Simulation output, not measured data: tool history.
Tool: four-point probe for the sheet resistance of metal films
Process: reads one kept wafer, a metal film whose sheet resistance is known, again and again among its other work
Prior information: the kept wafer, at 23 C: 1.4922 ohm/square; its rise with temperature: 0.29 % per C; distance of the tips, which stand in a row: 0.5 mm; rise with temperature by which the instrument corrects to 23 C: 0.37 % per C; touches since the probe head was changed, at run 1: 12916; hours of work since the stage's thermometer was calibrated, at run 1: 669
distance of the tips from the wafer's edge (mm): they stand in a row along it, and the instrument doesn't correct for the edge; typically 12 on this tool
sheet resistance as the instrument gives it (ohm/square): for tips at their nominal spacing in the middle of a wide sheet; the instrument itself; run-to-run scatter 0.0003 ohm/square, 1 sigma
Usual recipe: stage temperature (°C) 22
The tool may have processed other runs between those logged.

| run | hour | stage temperature (°C) | distance of the tips from the wafer's edge (mm) | touches since the probe head was changed | hours of work since the stage's thermometer was calibrated | sheet resistance as the instrument gives it (ohm/square) |
|---|---|---|---|---|---|---|
| 1 | 0.0 | 22 | 12 | 12916 | 669 | 1.507703 |
| 2 | 9.9 | 19 | 12 | 13085 | 674 | 1.511131 |
| 3 | 22.0 | 19 | 12 | 13292 | 681 | 1.511095 |
| 4 | 41.8 | 19 | 12 | 13630 | 691 | 1.510878 |
| 5 | 51.2 | 19 | 12 | 13790 | 696 | 1.511603 |
| 6 | 66.5 | 19 | 12 | 14051 | 704 | 1.511725 |
| 7 | 84.2 | 19 | 12 | 14354 | 713 | 1.511519 |
| 8 | 94.5 | 19 | 12 | 14530 | 719 | 1.511710 |
| 9 | 108.2 | 22 | 6 | 14764 | 726 | 1.512803 |
| 10 | 128.4 | 22 | 6 | 15107 | 737 | 1.512055 |
| 11 | 140.3 | 22 | 19 | 15311 | 743 | 1.507601 |
| 12 | 159.1 | 22 | 19 | 15632 | 753 | 1.507039 |
| 13 | 175.9 | 22 | 19 | 15918 | 762 | 1.507471 |
| 14 | 193.1 | 22 | 19 | 16213 | 771 | 1.507682 |
| 15 | 202.3 | 22 | 19 | 16370 | 776 | 1.507569 |
| 16 | 213.1 | 22 | 12 | 16555 | 781 | 1.508861 |
| 17 | 232.3 | 22 | 12 | 16882 | 791 | 1.508565 |
| 18 | 241.4 | 22 | 12 | 17037 | 796 | 1.508747 |
| 19 | 255.3 | 22 | 12 | 17274 | 804 | 1.508818 |
| 20 | 275.8 | 29 | 12 | 17625 | 814 | 1.500471 |
| 21 | 286.2 | 32 | 12 | 17803 | 820 | 1.496741 |
| 22 | 303.4 | 22 | 22 | 18097 | 829 | 1.508039 |
| 23 | 322.8 | 22 | 22 | 18428 | 839 | 1.508001 |
| 24 | 331.8 | 22 | 22 | 18580 | 844 | 1.508332 |
| 25 | 346.0 | 21 | 21 | 18822 | 851 | 1.509502 |
| 26 | 355.1 | 21 | 21 | 18978 | 856 | 1.509313 |
| 27 | 372.0 | 21 | 21 | 19267 | 865 | 1.509404 |
| 28 | 383.2 | 27 | 6 | 19459 | 871 | 1.507226 |
| 29 | 395.7 | 27 | 6 | 19672 | 878 | 1.507633 |
| 30 | 404.8 | 23 | 29 | 19827 | 882 | 1.506839 |
| 31 | 424.1 | 18 | 37 | 20157 | 893 | 1.513124 |
| 32 | 433.0 | 22 | 53 | 20308 | 897 | 1.508245 |
| 33 | 453.0 | 22 | 53 | 20650 | 908 | 1.508335 |
| 34 | 471.4 | 22 | 53 | 20964 | 917 | 1.508553 |
| 35 | 491.7 | 27 | 53 | 21310 | 928 | 1.502020 |
| 36 | 500.6 | 27 | 53 | 21462 | 933 | 1.502888 |
| 37 | 509.5 | 26 | 8 | 21614 | 938 | 1.507120 |
| 38 | 519.3 | 26 | 8 | 21781 | 943 | 1.506648 |
| 39 | 529.7 | 26 | 11 | 21959 | 948 | 1.505873 |
| 40 | 538.4 | 33 | 19 | 22108 | 953 | 1.496534 |
| 41 | 555.3 | 22 | 3 | 22395 | 962 | 1.531019 |
| 42 | 569.3 | 22 | 3 | 22635 | 969 | 1.530812 |
| 43 | 590.0 | 25 | 5 | 22989 | 980 | 1.513847 |
| 44 | 609.5 | 31 | 34 | 23322 | 990 | 1.498632 |
| 45 | 620.7 | 31 | 34 | 23512 | 996 | 1.498551 |

4 options for the next run, each taken on its own from the tool as it stands now. Forecast them:
| A | 639.3 | 24 | 13 | 23830 | 1006 | ? |
| B | 639.3 | 20 | 22 | 23830 | 1006 | ? |
| C | 639.3 | 33 | 10 | 23830 | 1006 | ? |
| D | 639.3 | 19 | 4 | 23830 | 1006 | ? |

| run | sheet resistance as the instrument gives it (ohm/square) |
|---|---|
| A | 1.507914 |
| B | 1.512194 |
| C | 1.498170 |
| D | 1.525543 |
Without the tool's unlogged condition, the same runs would have read:
| run | sheet resistance as the instrument gives it (ohm/square) |
|---|---|
| A | 1.492197 |
| B | 1.496422 |
| C | 1.482575 |
| D | 1.509639 |
